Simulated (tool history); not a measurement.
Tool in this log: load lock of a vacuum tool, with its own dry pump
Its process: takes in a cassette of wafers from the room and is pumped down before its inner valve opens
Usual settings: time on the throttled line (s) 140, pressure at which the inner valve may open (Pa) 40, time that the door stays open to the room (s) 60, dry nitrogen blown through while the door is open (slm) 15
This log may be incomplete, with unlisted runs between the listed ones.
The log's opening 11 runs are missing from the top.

run     day  time on the throttled line (s)  pressure at which the inner valve may open (Pa)  time that the door stays open to the room (s)  dry nitrogen blown through while the door is open (slm)  incoming humidity of the room's air, %  time from the closed door until the inner valve may open (s)  rise of the pressure with all valves shut (Pa/min)
 12  34.467                             140                                               40                                             60                                                        9                                    44.8                                                         207.8                                                0.03
 13    37.3                             140                                               40                                             60                                                       15                                    47.3                                                         209.3                                               0.022
 14  40.112                             140                                               40                                             60                                                       15                                    45.2                                                         208.8                                               0.025
 15  43.242                             140                                               40                                             60                                                       15                                    46.7                                                         207.6                                               0.023
 16  46.938                             140                                               40                                             60                                                       15                                    40.3                                                           207                                               0.022
 17  49.475                             140                                               40                                             60                                                       15                                    47.6                                                         206.6                                               0.023
 18  53.246                             232                                               60                                             31                                                       38                                    46.6                                                           286                                                0.01
 19  55.217                             140                                               54                                             60                                                       25                                    46.5                                                         203.8                                                0.02
 20  57.638                             165                                               40                                             60                                                       15                                    44.5                                                           230                                               0.021
 21  60.788                             165                                               40                                             60                                                       15                                      44                                                         231.5                                               0.026
 22  62.579                             165                                               40                                             60                                                       15                                      45                                                         228.3                                               0.021
 23  64.633                             165                                               40                                             31                                                       13                                      46                                                         229.7                                               0.016
 24   67.65                             140                                               40                                             60                                                       21                                      47                                                         205.9                                                0.02
 25  70.079                             140                                               64                                            111                                                       15                                    48.7                                                         200.7                                               0.031
 26  71.871                              76                                               40                                             60                                                       35                                    44.9                                                         152.6                                               0.008
 27  74.054                             140                                               80                                            114                                                       15                                    46.2                                                         199.9                                               0.035
 28  77.996                             140                                               80                                            114                                                       17                                    48.5                                                         202.1                                               0.031
 29  81.708                             140                                               80                                            114                                                       17                                    44.2                                                         199.6                                               0.034
 30      84                             140                                               40                                             60                                                       11                                    43.5                                                         208.1                                               0.027
 31  87.233                             140                                               40                                             60                                                       11                                      46                                                         207.4                                               0.026
 32  89.279                             140                                               40                                             60                                                       11                                    42.6                                                         208.8                                               0.024
 33  91.925                             140                                               40                                             60                                                       11                                    43.5                                                         208.6                                               0.025

Alternative continuations, all from the tool just after run 33; predict every row:
  A  94.538                             140                                               47                                             60                                                        9                                    45.3                                                             ?                                                   ?
  B  94.538                             140                                               51                                             45                                                       15                                    47.1                                                             ?                                                   ?
  C  94.538                             216                                               51                                            145                                                       11                                    45.9                                                             ?                                                   ?
  D  94.538                             128                                               44                                             60                                                       15                                    43.1                                                             ?                                                   ?

run  time from the closed door until the inner valve may open (s)  rise of the pressure with all valves shut (Pa/min)
  A                                                         205.2                                               0.024
  B                                                         205.3                                               0.016
  C                                                         277.2                                               0.043
  D                                                         195.1                                               0.024
The same runs, with their run-to-run variation unchanged, on a tool lacking any hidden condition would have given:
run  time from the closed door until the inner valve may open (s)  rise of the pressure with all valves shut (Pa/min)
  A                                                         205.1                                               0.023
  B                                                         205.2                                               0.016
  C                                                         277.1                                               0.043
  D                                                           195                                               0.024
